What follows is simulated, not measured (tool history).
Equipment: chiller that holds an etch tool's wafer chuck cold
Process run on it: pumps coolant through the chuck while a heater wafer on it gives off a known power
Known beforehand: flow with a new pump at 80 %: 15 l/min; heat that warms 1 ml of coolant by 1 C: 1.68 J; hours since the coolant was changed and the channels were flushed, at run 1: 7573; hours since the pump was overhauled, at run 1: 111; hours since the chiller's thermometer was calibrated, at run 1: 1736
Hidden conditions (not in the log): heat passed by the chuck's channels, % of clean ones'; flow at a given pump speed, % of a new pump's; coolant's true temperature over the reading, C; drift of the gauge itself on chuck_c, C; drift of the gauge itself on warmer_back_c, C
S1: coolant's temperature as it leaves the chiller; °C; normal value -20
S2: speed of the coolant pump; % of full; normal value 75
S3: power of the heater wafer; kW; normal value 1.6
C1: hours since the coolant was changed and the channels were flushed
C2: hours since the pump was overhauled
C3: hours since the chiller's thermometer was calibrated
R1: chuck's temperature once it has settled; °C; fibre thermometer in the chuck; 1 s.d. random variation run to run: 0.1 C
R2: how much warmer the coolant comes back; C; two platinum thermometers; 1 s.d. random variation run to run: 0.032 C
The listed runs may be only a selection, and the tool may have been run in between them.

{"run": 1, "hour": 0.0, "S1": -20, "S2": 75, "S3": 1.6, "C1": 7573, "C2": 111, "C3": 1736, "R1": 3.1, "R2": 4.05}
{"run": 2, "hour": 56.2, "S1": -20, "S2": 75, "S3": 0.816, "C1": 7630, "C2": 167, "C3": 1792, "R1": -8.1, "R2": 2.04}
{"run": 3, "hour": 117.9, "S1": -20, "S2": 75, "S3": 0.816, "C1": 7691, "C2": 229, "C3": 1854, "R1": -7.9, "R2": 2.03}
{"run": 4, "hour": 176.7, "S1": -20, "S2": 75, "S3": 0.816, "C1": 7750, "C2": 288, "C3": 1912, "R1": -8, "R2": 2.09}
{"run": 5, "hour": 231.6, "S1": -20, "S2": 75, "S3": 1.6, "C1": 7805, "C2": 343, "C3": 1967, "R1": 3.3, "R2": 4.11}
{"run": 6, "hour": 287.9, "S1": -28, "S2": 75, "S3": 1.6, "C1": 7861, "C2": 399, "C3": 2024, "R1": -5, "R2": 4.03}
{"run": 7, "hour": 339.1, "S1": -20, "S2": 75, "S3": 0.95, "C1": 7913, "C2": 450, "C3": 2075, "R1": -6, "R2": 2.36}
{"run": 8, "hour": 399.5, "S1": -10, "S2": 88, "S3": 0.896, "C1": 7973, "C2": 510, "C3": 2135, "R1": 1.8, "R2": 1.91}
{"run": 9, "hour": 440.4, "S1": -10, "S2": 69, "S3": 0.896, "C1": 8014, "C2": 551, "C3": 2176, "R1": 4, "R2": 2.4}
{"run": 10, "hour": 472.3, "S1": -15, "S2": 75, "S3": 1.51, "C1": 8046, "C2": 583, "C3": 2208, "R1": 7.1, "R2": 3.84}
{"run": 11, "hour": 506.2, "S1": -16, "S2": 66, "S3": 2.001, "C1": 8080, "C2": 617, "C3": 2242, "R1": 15.9, "R2": 5.67}
{"run": 12, "hour": 559.7, "S1": -16, "S2": 66, "S3": 2.001, "C1": 8133, "C2": 671, "C3": 2296, "R1": 16, "R2": 5.78}
{"run": 13, "hour": 621.3, "S1": -16, "S2": 66, "S3": 2.001, "C1": 8195, "C2": 732, "C3": 2357, "R1": 16.1, "R2": 5.7}
{"run": 14, "hour": 653.4, "S1": -16, "S2": 66, "S3": 2.001, "C1": 8227, "C2": 764, "C3": 2389, "R1": 16, "R2": 5.83}

Alternative continuations, all from the tool just after run 14; predict every row:
{"run": "A", "hour": 710.2, "S1": -26, "S2": 69, "S3": 2.001, "C1": 8284, "C2": 821, "C3": 2446, "R1": "?", "R2": "?"}
{"run": "B", "hour": 710.2, "S1": -16, "S2": 66, "S3": 0.843, "C1": 8284, "C2": 821, "C3": 2446, "R1": "?", "R2": "?"}
{"run": "C", "hour": 710.2, "S1": -27, "S2": 61, "S3": 2.001, "C1": 8284, "C2": 821, "C3": 2446, "R1": "?", "R2": "?"}

run=A R1=5 R2=5.45
run=B R1=-2.2 R2=2.38
run=C R1=6.8 R2=6.17
Had the tool no hidden state, the same runs would have come out as:
run=A R1=0.7 R2=5.44
run=B R1=-4.3 R2=2.37
run=C R1=2 R2=6.15
